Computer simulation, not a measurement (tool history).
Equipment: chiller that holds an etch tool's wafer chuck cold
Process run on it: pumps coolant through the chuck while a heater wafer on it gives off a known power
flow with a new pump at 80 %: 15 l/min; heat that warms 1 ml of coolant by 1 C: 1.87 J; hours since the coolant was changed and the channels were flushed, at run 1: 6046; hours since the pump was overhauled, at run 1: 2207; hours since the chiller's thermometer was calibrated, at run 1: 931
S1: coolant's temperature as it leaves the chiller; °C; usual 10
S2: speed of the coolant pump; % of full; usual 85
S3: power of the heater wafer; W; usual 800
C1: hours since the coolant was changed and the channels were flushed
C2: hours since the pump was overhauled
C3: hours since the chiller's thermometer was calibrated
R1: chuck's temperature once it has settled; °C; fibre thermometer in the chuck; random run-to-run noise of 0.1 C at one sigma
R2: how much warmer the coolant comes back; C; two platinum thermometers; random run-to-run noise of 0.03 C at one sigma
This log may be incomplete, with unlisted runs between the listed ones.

{"run": 1, "hour": 0.0, "S1": 10, "S2": 85, "S3": 800, "C1": 6046, "C2": 2207, "C3": 931, "R1": 16.3, "R2": 1.62}
{"run": 2, "hour": 48.6, "S1": 10, "S2": 85, "S3": 800, "C1": 6095, "C2": 2256, "C3": 979, "R1": 16.4, "R2": 1.62}
{"run": 3, "hour": 114.2, "S1": 10, "S2": 85, "S3": 800, "C1": 6161, "C2": 2322, "C3": 1045, "R1": 16.6, "R2": 1.64}
{"run": 4, "hour": 171.7, "S1": 10, "S2": 85, "S3": 800, "C1": 6218, "C2": 2379, "C3": 1102, "R1": 16.3, "R2": 1.67}
{"run": 5, "hour": 226.9, "S1": 0, "S2": 85, "S3": 800, "C1": 6273, "C2": 2434, "C3": 1158, "R1": 6.3, "R2": 1.68}
{"run": 6, "hour": 275.8, "S1": 10, "S2": 87, "S3": 800, "C1": 6322, "C2": 2483, "C3": 1206, "R1": 16.2, "R2": 1.58}
{"run": 7, "hour": 319.8, "S1": 10, "S2": 87, "S3": 800, "C1": 6366, "C2": 2527, "C3": 1251, "R1": 16.1, "R2": 1.62}
{"run": 8, "hour": 356.9, "S1": 6, "S2": 85, "S3": 800, "C1": 6403, "C2": 2564, "C3": 1288, "R1": 12.4, "R2": 1.68}
{"run": 9, "hour": 397.5, "S1": 10, "S2": 85, "S3": 800, "C1": 6444, "C2": 2605, "C3": 1328, "R1": 16.5, "R2": 1.62}
{"run": 10, "hour": 450.5, "S1": 10, "S2": 85, "S3": 800, "C1": 6497, "C2": 2658, "C3": 1381, "R1": 16.6, "R2": 1.63}
{"run": 11, "hour": 505.9, "S1": 10, "S2": 85, "S3": 800, "C1": 6552, "C2": 2713, "C3": 1437, "R1": 16.5, "R2": 1.67}
{"run": 12, "hour": 543.8, "S1": 10, "S2": 85, "S3": 800, "C1": 6590, "C2": 2751, "C3": 1474, "R1": 16.6, "R2": 1.64}
{"run": 13, "hour": 600.3, "S1": 10, "S2": 85, "S3": 939, "C1": 6647, "C2": 2808, "C3": 1531, "R1": 17.6, "R2": 1.96}
{"run": 14, "hour": 664.8, "S1": 10, "S2": 85, "S3": 939, "C1": 6711, "C2": 2872, "C3": 1595, "R1": 17.5, "R2": 1.94}
{"run": 15, "hour": 699.5, "S1": 10, "S2": 85, "S3": 498, "C1": 6746, "C2": 2907, "C3": 1630, "R1": 14.0, "R2": 1.02}
{"run": 16, "hour": 746.3, "S1": 10, "S2": 85, "S3": 498, "C1": 6793, "C2": 2954, "C3": 1677, "R1": 13.9, "R2": 1.05}
{"run": 17, "hour": 809.7, "S1": 2, "S2": 84, "S3": 751, "C1": 6856, "C2": 3017, "C3": 1740, "R1": 8.0, "R2": 1.52}
{"run": 18, "hour": 882.7, "S1": 19, "S2": 87, "S3": 751, "C1": 6929, "C2": 3090, "C3": 1813, "R1": 24.9, "R2": 1.52}
{"run": 19, "hour": 934.5, "S1": 7, "S2": 75, "S3": 612, "C1": 6981, "C2": 3142, "C3": 1865, "R1": 12.3, "R2": 1.46}
{"run": 20, "hour": 964.7, "S1": 7, "S2": 75, "S3": 612, "C1": 7011, "C2": 3172, "C3": 1895, "R1": 12.3, "R2": 1.48}
{"run": 21, "hour": 1000.9, "S1": 5, "S2": 94, "S3": 864, "C1": 7047, "C2": 3208, "C3": 1932, "R1": 11.3, "R2": 1.59}
{"run": 22, "hour": 1045.6, "S1": 7, "S2": 85, "S3": 439, "C1": 7092, "C2": 3253, "C3": 1976, "R1": 10.4, "R2": 0.94}
{"run": 23, "hour": 1093.1, "S1": 5, "S2": 85, "S3": 843, "C1": 7140, "C2": 3300, "C3": 2024, "R1": 11.7, "R2": 1.72}
{"run": 24, "hour": 1159.8, "S1": 13, "S2": 97, "S3": 922, "C1": 7206, "C2": 3367, "C3": 2091, "R1": 19.7, "R2": 1.66}
{"run": 25, "hour": 1209.8, "S1": 10, "S2": 85, "S3": 1047, "C1": 7256, "C2": 3417, "C3": 2140, "R1": 18.4, "R2": 2.2}
{"run": 26, "hour": 1276.3, "S1": 10, "S2": 85, "S3": 1047, "C1": 7323, "C2": 3484, "C3": 2207, "R1": 18.5, "R2": 2.2}
{"run": 27, "hour": 1329.7, "S1": 15, "S2": 85, "S3": 1047, "C1": 7376, "C2": 3537, "C3": 2260, "R1": 23.6, "R2": 2.19}
{"run": 28, "hour": 1380.2, "S1": 10, "S2": 95, "S3": 800, "C1": 7427, "C2": 3588, "C3": 2311, "R1": 15.6, "R2": 1.43}
{"run": 29, "hour": 1443.2, "S1": 10, "S2": 95, "S3": 800, "C1": 7490, "C2": 3651, "C3": 2374, "R1": 15.7, "R2": 1.51}
{"run": 30, "hour": 1474.5, "S1": 10, "S2": 70, "S3": 806, "C1": 7521, "C2": 3682, "C3": 2405, "R1": 17.4, "R2": 2.04}
{"run": 31, "hour": 1527.7, "S1": 10, "S2": 70, "S3": 806, "C1": 7574, "C2": 3735, "C3": 2458, "R1": 17.4, "R2": 2.15}

3 ways to go on from here, each from the tool as it stands after run 31. What would each give?
{"run": "A", "hour": 1581.9, "S1": 2, "S2": 89, "S3": 827, "C1": 7628, "C2": 3789, "C3": 2513, "R1": "?", "R2": "?"}
{"run": "B", "hour": 1581.9, "S1": 10, "S2": 70, "S3": 846, "C1": 7628, "C2": 3789, "C3": 2513, "R1": "?", "R2": "?"}
{"run": "C", "hour": 1581.9, "S1": 9, "S2": 85, "S3": 800, "C1": 7628, "C2": 3789, "C3": 2513, "R1": "?", "R2": "?"}

run=A R1=8.3 R2=1.62
run=B R1=17.9 R2=2.16
run=C R1=15.3 R2=1.67
The same runs, with their run-to-run variation unchanged, on a tool lacking any hidden condition would have given:
run=A R1=7.9 R2=1.56
run=B R1=17.4 R2=2.07
run=C R1=14.9 R2=1.60
